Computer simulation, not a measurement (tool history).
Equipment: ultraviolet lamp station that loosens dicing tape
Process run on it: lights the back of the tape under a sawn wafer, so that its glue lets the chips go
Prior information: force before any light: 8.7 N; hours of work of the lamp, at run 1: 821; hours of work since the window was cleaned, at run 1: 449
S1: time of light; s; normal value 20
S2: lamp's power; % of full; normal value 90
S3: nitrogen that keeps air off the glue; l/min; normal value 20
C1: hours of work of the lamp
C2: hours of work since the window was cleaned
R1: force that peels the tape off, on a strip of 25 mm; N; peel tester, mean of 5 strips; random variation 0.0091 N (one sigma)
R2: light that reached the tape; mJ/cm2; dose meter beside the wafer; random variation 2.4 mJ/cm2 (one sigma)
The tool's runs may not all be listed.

Run 1, hour 0: usual settings; C1 821; C2 449. Result: R1 0.882 N, R2 164 mJ/cm2.
At hour 39.6: window cleaned of glue's vapour.
Run 2, hour 46.6: usual settings but S3 39 l/min; C1 841; C2 3. Result: R1 0.759 N, R2 159 mJ/cm2.
Run 3, hour 76.5: usual settings but S3 39 l/min; C1 853; C2 15. Result: R1 0.789 N, R2 157 mJ/cm2.
Run 4, hour 127.6: usual settings but S3 39 l/min; C1 875; C2 37. Result: R1 0.789 N, R2 157 mJ/cm2.
Run 5, hour 182.3: usual settings but S2 63 % of full, S3 39 l/min; C1 898; C2 60. Result: R1 1.55 N, R2 108 mJ/cm2.
Run 6, hour 210.6: usual settings but S2 63 % of full, S3 14 l/min; C1 909; C2 72. Result: R1 2.039 N, R2 103 mJ/cm2.
At hour 245.5: window cleaned of glue's vapour, once more.
Run 7, hour 256.1: usual settings but S2 81 % of full; C1 928; C2 4. Result: R1 0.896 N, R2 156 mJ/cm2.
Run 8, hour 295.9: usual settings but S2 81 % of full; C1 945; C2 21. Result: R1 0.928 N, R2 155 mJ/cm2.
Run 9, hour 326.6: usual settings but S2 81 % of full; C1 958; C2 34. Result: R1 0.927 N, R2 153 mJ/cm2.
Run 10, hour 370.3: usual settings but S2 81 % of full; C1 976; C2 52. Result: R1 0.984 N, R2 151 mJ/cm2.
Run 11, hour 411.6: usual settings; C1 994; C2 70. Result: R1 0.834 N, R2 166 mJ/cm2.
Run 12, hour 456.7: usual settings; C1 1013; C2 89. Result: R1 0.844 N, R2 170 mJ/cm2.
At hour 495.6: lamp changed.
Run 13, hour 495.6: usual settings; C1 0; C2 105. Result: R1 0.412 N, R2 246 mJ/cm2.
Run 14, hour 536.7: usual settings; C1 17; C2 122. Result: R1 0.389 N, R2 237 mJ/cm2.
Run 15, hour 578: usual settings; C1 35; C2 139. Result: R1 0.433 N, R2 235 mJ/cm2.
Run 16, hour 626.4: usual settings but S1 24 s; C1 55; C2 160. Result: R1 0.316 N, R2 279 mJ/cm2.
Run 17, hour 674.1: usual settings but S1 24 s, S2 75 % of full; C1 75; C2 180. Result: R1 0.434 N, R2 232 mJ/cm2.
Run 18, hour 733.5: usual settings but S1 24 s, S2 75 % of full; C1 100; C2 205. Result: R1 0.459 N, R2 228 mJ/cm2.
Run 19, hour 796.6: usual settings but S1 24 s, S2 75 % of full, S3 22 l/min; C1 126; C2 231. Result: R1 0.473 N, R2 223 mJ/cm2.
Run 20, hour 863.4: usual settings but S1 24 s, S2 75 % of full, S3 22 l/min; C1 154; C2 259. Result: R1 0.462 N, R2 220 mJ/cm2.
Run 21, hour 928: usual settings but S1 24 s, S2 75 % of full, S3 22 l/min; C1 182; C2 286. Result: R1 0.476 N, R2 218 mJ/cm2.
Run 22, hour 956.2: usual settings but S1 24 s, S2 75 % of full, S3 22 l/min; C1 193; C2 298. Result: R1 0.477 N, R2 216 mJ/cm2.
Run 23, hour 992.3: usual settings but S1 24 s, S2 82 % of full, S3 22 l/min; C1 209; C2 313. Result: R1 0.403 N, R2 234 mJ/cm2.
Run 24, hour 1051.9: usual settings but S1 16 s, S2 93 % of full, S3 17 l/min; C1 234; C2 338. Result: R1 0.794 N, R2 174 mJ/cm2.
Run 25, hour 1086.4: usual settings but S1 18 s, S2 85 % of full, S3 27 l/min; C1 248; C2 353. Result: R1 0.655 N, R2 180 mJ/cm2.
Run 26, hour 1138.8: usual settings but S1 21 s, S2 80 % of full, S3 27 l/min; C1 270; C2 375. Result: R1 0.585 N, R2 194 mJ/cm2.
Run 27, hour 1179.6: usual settings but S1 21 s, S2 80 % of full, S3 27 l/min; C1 287; C2 392. Result: R1 0.59 N, R2 192 mJ/cm2.
Run 28, hour 1242.3: usual settings but S1 12 s, S2 95 % of full, S3 12 l/min; C1 314; C2 418. Result: R1 1.543 N, R2 123 mJ/cm2.
Run 29, hour 1298.2: usual settings but S3 16 l/min; C1 337; C2 442. Result: R1 0.658 N, R2 197 mJ/cm2.
Run 30, hour 1349: usual settings but S2 70 % of full, S3 23 l/min; C1 358; C2 463. Result: R1 0.945 N, R2 150 mJ/cm2.
At hour 1355.7: window cleaned of glue's vapour.
Run 31, hour 1397.4: usual settings but S1 30 s, S2 69 % of full, S3 15 l/min; C1 379; C2 17. Result: R1 0.43 N, R2 250 mJ/cm2.
Run 32, hour 1437: usual settings but S1 30 s, S2 69 % of full, S3 15 l/min; C1 395; C2 34. Result: R1 0.437 N, R2 250 mJ/cm2.
Run 33, hour 1481.7: usual settings but S2 89 % of full; C1 414; C2 53. Result: R1 0.534 N, R2 209 mJ/cm2.
Run 34, hour 1535.1: usual settings but S2 81 % of full, S3 39 l/min; C1 436; C2 75. Result: R1 0.531 N, R2 189 mJ/cm2.
Run 35, hour 1580.3: usual settings but S2 81 % of full, S3 39 l/min; C1 455; C2 94. Result: R1 0.549 N, R2 185 mJ/cm2.
Run 36, hour 1634.2: usual settings but S1 31 s, S2 68 % of full; C1 478; C2 117. Result: R1 0.395 N, R2 241 mJ/cm2.
Run 37, hour 1687.6: usual settings but S2 64 % of full, S3 13 l/min; C1 500; C2 139. Result: R1 1.284 N, R2 146 mJ/cm2.
Run 38, hour 1740: usual settings but S1 32 s, S2 78 % of full, S3 38 l/min; C1 522; C2 161. Result: R1 0.293 N, R2 279 mJ/cm2.
Run 39, hour 1801.7: usual settings but S1 32 s, S2 78 % of full, S3 38 l/min; C1 548; C2 187. Result: R1 0.301 N, R2 271 mJ/cm2.
Run 40, hour 1842.6: usual settings but S3 17 l/min; C1 566; C2 204. Result: R1 0.662 N, R2 191 mJ/cm2.
Run 41, hour 1876.8: usual settings but S3 17 l/min; C1 580; C2 219. Result: R1 0.676 N, R2 193 mJ/cm2.

Forecast run 42:
Run 42, hour 1921.3: usual settings but S2 60 % of full, S3 17 l/min; C1 599; C2 238. Result: R1 ?, R2 ?.

R1: 1.406 N
R2: 126 mJ/cm2
Had the tool carried no hidden state, the very same run would have given R1 0.862 N, R2 166 mJ/cm2.

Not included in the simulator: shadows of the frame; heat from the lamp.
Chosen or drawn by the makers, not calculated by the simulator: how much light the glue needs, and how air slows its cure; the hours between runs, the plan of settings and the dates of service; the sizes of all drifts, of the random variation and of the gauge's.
